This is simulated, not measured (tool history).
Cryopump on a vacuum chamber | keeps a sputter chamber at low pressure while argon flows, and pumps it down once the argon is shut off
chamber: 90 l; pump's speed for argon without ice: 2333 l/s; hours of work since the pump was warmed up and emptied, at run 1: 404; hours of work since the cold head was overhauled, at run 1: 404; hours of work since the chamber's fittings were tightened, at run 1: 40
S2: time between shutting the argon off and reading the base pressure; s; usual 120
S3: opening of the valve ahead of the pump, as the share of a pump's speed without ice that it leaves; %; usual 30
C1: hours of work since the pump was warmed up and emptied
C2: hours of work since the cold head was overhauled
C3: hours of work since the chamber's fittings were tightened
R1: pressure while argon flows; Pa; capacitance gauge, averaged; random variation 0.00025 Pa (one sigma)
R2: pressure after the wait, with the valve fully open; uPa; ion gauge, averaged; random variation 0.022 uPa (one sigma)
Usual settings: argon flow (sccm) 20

run 1 hour=0.0 | argon_flow_(sccm)=20 S2=120 S3=30 | C1=404 C2=404 C3=40 | R1=0.0500 R2=0.66
run 2 hour=22.4 | argon_flow_(sccm)=20 S2=120 S3=30 | C1=417 C2=417 C3=53 | R1=0.0504 R2=0.64
run 3 hour=47.0 | argon_flow_(sccm)=20 S2=120 S3=30 | C1=432 C2=432 C3=68 | R1=0.0496 R2=0.67
run 4 hour=71.0 | argon_flow_(sccm)=20 S2=120 S3=30 | C1=446 C2=446 C3=82 | R1=0.0499 R2=0.66
run 5 hour=93.9 | argon_flow_(sccm)=20 S2=121 S3=30 | C1=460 C2=460 C3=95 | R1=0.0495 R2=0.65
run 6 hour=123.1 | argon_flow_(sccm)=20 S2=121 S3=30 | C1=477 C2=477 C3=113 | R1=0.0490 R2=0.63
run 7 hour=139.2 | argon_flow_(sccm)=20 S2=120 S3=20 | C1=486 C2=486 C3=122 | R1=0.0745 R2=0.72
run 8 hour=155.5 | argon_flow_(sccm)=20 S2=120 S3=20 | C1=496 C2=496 C3=132 | R1=0.0737 R2=0.73
run 9 hour=173.7 | argon_flow_(sccm)=25 S2=120 S3=30 | C1=507 C2=507 C3=143 | R1=0.0626 R2=0.65
run 10 hour=192.6 | argon_flow_(sccm)=25 S2=120 S3=30 | C1=518 C2=518 C3=154 | R1=0.0622 R2=0.68
run 11 hour=205.3 | argon_flow_(sccm)=25 S2=120 S3=30 | C1=526 C2=526 C3=162 | R1=0.0623 R2=0.72
run 12 hour=220.6 | argon_flow_(sccm)=25 S2=120 S3=26 | C1=535 C2=535 C3=171 | R1=0.0712 R2=0.70
run 13 hour=249.5 | argon_flow_(sccm)=25 S2=120 S3=26 | C1=552 C2=552 C3=188 | R1=0.0722 R2=0.68
run 14 hour=263.8 | argon_flow_(sccm)=21 S2=24 S3=37 | C1=560 C2=560 C3=196 | R1=0.0427 R2=2.67
run 15 hour=279.7 | argon_flow_(sccm)=21 S2=24 S3=37 | C1=570 C2=570 C3=206 | R1=0.0433 R2=2.68
run 16 hour=308.0 | argon_flow_(sccm)=12 S2=120 S3=22 | C1=587 C2=587 C3=223 | R1=0.0406 R2=0.70
run 17 hour=331.7 | argon_flow_(sccm)=14 S2=120 S3=35 | C1=601 C2=601 C3=237 | R1=0.0301 R2=0.69
run 18 hour=355.8 | argon_flow_(sccm)=14 S2=120 S3=35 | C1=615 C2=615 C3=251 | R1=0.0300 R2=0.73
run 19 hour=378.6 | argon_flow_(sccm)=14 S2=120 S3=35 | C1=629 C2=629 C3=265 | R1=0.0303 R2=0.73
run 20 hour=396.3 | argon_flow_(sccm)=9 S2=120 S3=35 | C1=639 C2=639 C3=275 | R1=0.0195 R2=0.71
run 21 hour=412.9 | argon_flow_(sccm)=9 S2=120 S3=35 | C1=649 C2=649 C3=285 | R1=0.0197 R2=0.75
run 22 hour=435.3 | argon_flow_(sccm)=21 S2=248 S3=18 | C1=662 C2=662 C3=298 | R1=0.0866 R2=0.46
run 23 hour=456.5 | argon_flow_(sccm)=35 S2=120 S3=30 | C1=675 C2=675 C3=311 | R1=0.0884 R2=0.74
run 24 hour=484.5 | argon_flow_(sccm)=35 S2=120 S3=30 | C1=692 C2=692 C3=328 | R1=0.0879 R2=0.69
run 25 hour=514.5 | argon_flow_(sccm)=35 S2=120 S3=30 | C1=709 C2=709 C3=345 | R1=0.0884 R2=0.76

4 ways to go on from here, each from the tool as it stands after run 25. What would each give?
run A hour=531.4 | argon_flow_(sccm)=10 S2=60 S3=18 | C1=719 C2=719 C3=355 | R1=? R2=?
run B hour=531.4 | argon_flow_(sccm)=15 S2=120 S3=54 | C1=719 C2=719 C3=355 | R1=? R2=?
run C hour=531.4 | argon_flow_(sccm)=20 S2=29 S3=30 | C1=719 C2=719 C3=355 | R1=? R2=?
run D hour=531.4 | argon_flow_(sccm)=9 S2=120 S3=30 | C1=719 C2=719 C3=355 | R1=? R2=?

run=A R1=0.0413 R2=1.22
run=B R1=0.0219 R2=0.74
run=C R1=0.0506 R2=2.17
run=D R1=0.0226 R2=0.77
Without the tool's hidden state the same runs would have given:
run=A R1=0.0402 R2=1.11
run=B R1=0.0202 R2=0.63
run=C R1=0.0483 R2=2.06
run=D R1=0.0216 R2=0.65
